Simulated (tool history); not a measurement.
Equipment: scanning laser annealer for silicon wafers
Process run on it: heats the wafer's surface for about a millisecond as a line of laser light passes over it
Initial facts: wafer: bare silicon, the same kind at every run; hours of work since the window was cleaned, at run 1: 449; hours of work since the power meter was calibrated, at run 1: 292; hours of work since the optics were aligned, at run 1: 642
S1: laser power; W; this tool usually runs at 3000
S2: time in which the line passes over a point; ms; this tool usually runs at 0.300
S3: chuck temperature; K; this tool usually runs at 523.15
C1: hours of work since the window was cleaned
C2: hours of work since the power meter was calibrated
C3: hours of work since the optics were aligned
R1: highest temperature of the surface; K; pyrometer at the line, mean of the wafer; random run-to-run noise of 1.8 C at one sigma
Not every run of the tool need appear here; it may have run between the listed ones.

run 1 hour=0.0 | S1=3000 S2=0.300 S3=523.15 | C1=449 C2=292 C3=642 | R1=1207.15
run 2 hour=16.6 | S1=3000 S2=0.300 S3=523.15 | C1=462 C2=305 C3=655 | R1=1206.15
run 3 hour=33.0 | S1=3000 S2=0.300 S3=523.15 | C1=475 C2=318 C3=667 | R1=1203.15
run 4 hour=48.5 | S1=3000 S2=0.300 S3=523.15 | C1=487 C2=330 C3=679 | R1=1201.15
run 5 hour=58.8 | S1=3000 S2=0.300 S3=523.15 | C1=495 C2=338 C3=688 | R1=1204.15
run 6 hour=69.8 | S1=2679 S2=0.300 S3=523.15 | C1=504 C2=346 C3=696 | R1=1110.15
run 7 hour=76.9 | S1=2679 S2=0.300 S3=523.15 | C1=509 C2=352 C3=702 | R1=1109.15
run 8 hour=92.4 | S1=2679 S2=0.300 S3=523.15 | C1=521 C2=364 C3=714 | R1=1113.15
run 9 hour=100.5 | S1=3000 S2=0.300 S3=528.15 | C1=528 C2=370 C3=720 | R1=1205.15
run 10 hour=109.9 | S1=3000 S2=0.311 S3=523.15 | C1=535 C2=377 C3=727 | R1=1213.15
run 11 hour=120.3 | S1=3125 S2=0.311 S3=523.15 | C1=543 C2=386 C3=735 | R1=1251.15
run 12 hour=132.9 | S1=3125 S2=0.311 S3=523.15 | C1=553 C2=395 C3=745 | R1=1249.15
run 13 hour=140.6 | S1=3125 S2=0.311 S3=523.15 | C1=559 C2=401 C3=751 | R1=1247.15
run 14 hour=157.0 | S1=3125 S2=0.311 S3=523.15 | C1=572 C2=414 C3=764 | R1=1247.15
run 15 hour=165.9 | S1=3125 S2=0.311 S3=523.15 | C1=578 C2=421 C3=771 | R1=1247.15
run 16 hour=176.3 | S1=2618 S2=0.311 S3=523.15 | C1=587 C2=429 C3=779 | R1=1100.15
run 17 hour=190.4 | S1=2618 S2=0.311 S3=523.15 | C1=598 C2=440 C3=790 | R1=1100.15
run 18 hour=205.6 | S1=2618 S2=0.311 S3=523.15 | C1=609 C2=452 C3=802 | R1=1101.15
run 19 hour=222.1 | S1=2577 S2=0.215 S3=523.15 | C1=622 C2=465 C3=815 | R1=998.15
run 20 hour=237.9 | S1=2644 S2=0.215 S3=523.15 | C1=635 C2=477 C3=827 | R1=1018.15
run 21 hour=248.1 | S1=2722 S2=0.366 S3=491.15 | C1=642 C2=485 C3=835 | R1=1141.15
run 22 hour=262.4 | S1=2556 S2=0.212 S3=506.15 | C1=654 C2=496 C3=846 | R1=972.15
run 23 hour=272.6 | S1=2556 S2=0.212 S3=506.15 | C1=662 C2=504 C3=854 | R1=975.15
run 24 hour=279.8 | S1=2556 S2=0.212 S3=506.15 | C1=667 C2=510 C3=859 | R1=973.15
run 25 hour=289.1 | S1=2556 S2=0.212 S3=506.15 | C1=674 C2=517 C3=867 | R1=971.15
run 26 hour=300.1 | S1=2556 S2=0.212 S3=506.15 | C1=683 C2=526 C3=875 | R1=974.15
run 27 hour=311.7 | S1=3000 S2=0.300 S3=547.15 | C1=692 C2=535 C3=884 | R1=1217.15
run 28 hour=325.0 | S1=3000 S2=0.300 S3=547.15 | C1=702 C2=545 C3=895 | R1=1214.15
run 29 hour=332.1 | S1=2908 S2=0.300 S3=496.15 | C1=708 C2=550 C3=900 | R1=1136.15
run 30 hour=346.2 | S1=3000 S2=0.293 S3=523.15 | C1=719 C2=561 C3=911 | R1=1182.15
run 31 hour=355.0 | S1=2798 S2=0.300 S3=487.15 | C1=726 C2=568 C3=918 | R1=1098.15
run 32 hour=363.2 | S1=2926 S2=0.294 S3=513.15 | C1=732 C2=575 C3=924 | R1=1154.15

Hidden state or all else? Some run-to-run changes of R1, split into what the settings, what came in and random variation would give without the hidden state, and what is left for the hidden state (with any gauge scatter that isn't in both results):
The tool's hidden condition here consists of: light that passes the window, % of a clean one's; laser's true power over the reading, %; width of the line over the set one, %; drift of the gauge itself on peak_c, C.
Run 15 -> 16: S1 3125 -> 2618. R1 -147.00 K: hidden state +7.00, all else -154.00.
Run 20 -> 21: S1 2644 -> 2722, S2 0.215 -> 0.366, S3 523.15 -> 491.15. R1 +123.00 K: hidden state -10.00, all else +133.00.
Run 21 -> 22: S1 2722 -> 2556, S2 0.366 -> 0.212, S3 491.15 -> 506.15. R1 -169.00 K: hidden state +11.00, all else -180.00.
Run 26 -> 27: S1 2556 -> 3000, S2 0.212 -> 0.300, S3 506.15 -> 547.15. R1 +243.00 K: hidden state -13.00, all else +256.00.
